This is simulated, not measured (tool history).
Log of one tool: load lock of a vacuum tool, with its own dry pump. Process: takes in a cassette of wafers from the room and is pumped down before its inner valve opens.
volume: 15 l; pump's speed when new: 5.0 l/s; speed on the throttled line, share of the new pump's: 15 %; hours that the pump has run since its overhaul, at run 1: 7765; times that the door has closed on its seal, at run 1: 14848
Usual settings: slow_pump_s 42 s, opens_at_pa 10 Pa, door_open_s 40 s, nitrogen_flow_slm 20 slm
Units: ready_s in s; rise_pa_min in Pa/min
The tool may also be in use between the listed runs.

run,hour,slow_pump_s,opens_at_pa,door_open_s,nitrogen_flow_slm,hours that the pump has run since its overhaul,times that the door has closed on its seal,"incoming humidity of the room's air, %",ready_s,rise_pa_min
1,0,42,10,40,20,7765,14848,46.4,65.7,0.075
2,250,42,10,40,20,8015,15801,45.4,66.7,0.086
3,420.5,42,10,40,20,8186,16452,41,66.5,0.084
4,593.2,42,10,40,20,8358,17110,45.7,65.9,0.091
5,767.2,42,10,40,20,8532,17774,44.5,67.3,0.09
6,936.9,42,10,40,20,8702,18422,45.8,65.9,0.096
7,1188,42,10,40,20,8953,19379,46.6,65.7,0.106
8,1338.9,42,10,40,13,9104,19955,46.7,67.4,0.119
9,1579,42,10,126,20,9344,20871,46.8,67.2,0.132
10,1787.2,42,14,40,20,9552,21665,45.3,66.3,0.114
11,1932.5,42,10,40,20,9698,22219,49,66.6,0.117
12,2173.7,42,10,40,20,9939,23139,45.9,67,0.126
13,2317.2,39,10,40,20,10082,23687,44.7,64.1,0.127
14,2569,42,10,40,20,10334,24647,41.3,67.3,0.131
15,2766.1,42,10,40,20,10531,25399,46.7,67.9,0.133
16,2880.5,42,10,40,20,10646,25835,43.1,67.7,0.14
17,3092,42,10,40,20,10857,26642,44.2,67.5,0.141
18,3324.8,73,11,50,20,11090,27530,43.8,91.6,0.154
19,3469.6,22,11,50,16,11235,28082,44.6,50.5,0.157
20,3678.1,22,13,50,16,11443,28878,46.9,50.5,0.167
21,3798.8,22,13,50,16,11564,29338,43.5,51,0.167
22,3960.1,50,13,43,16,11725,29953,41.2,73.2,0.163
23,4069,42,10,29,20,11834,30369,46.7,69.1,0.166
24,4205.4,41,10,218,16,11971,30889,46.8,67.5,0.207
25,4385.1,42,10,43,20,12150,31574,43.1,67.8,0.176
26,4516.9,42,10,43,20,12282,32077,47.6,67.9,0.186
27,4777.7,22,10,40,27,12543,33072,45.2,53.8,0.184
28,4990.7,42,10,189,20,12756,33884,45.7,68.8,0.223
29,5240.8,42,10,189,20,13006,34839,44.2,68.6,0.225
30,5451.5,52,12,125,18,13217,35642,46.6,75.8,0.229
31,5619.6,42,11,46,20,13385,36283,44.7,68.8,0.214
32,5747.8,76,12,98,22,13513,36772,42,95.9,0.225
33,5910.4,35,11,37,11,13676,37393,43.4,62.4,0.229
34,6100.2,42,9,40,20,13865,38117,46.5,69.5,0.234

Forecast each of these 4 alternatives for the next run:
A,6247.4,42,9,40,5,14013,38678,47.4,?,?
B,6247.4,42,10,72,20,14013,38678,44.1,?,?
C,6247.4,42,9,40,8,14013,38678,46.6,?,?
D,6247.4,42,17,40,21,14013,38678,43.7,?,?

run,ready_s,rise_pa_min
A,70.1,0.264
B,68.5,0.241
C,69.8,0.254
D,66.5,0.241
Without the tool's hidden state the same runs would have given:
run,ready_s,rise_pa_min
A,64.3,0.068
B,62.9,0.043
C,64.1,0.059
D,61.3,0.04
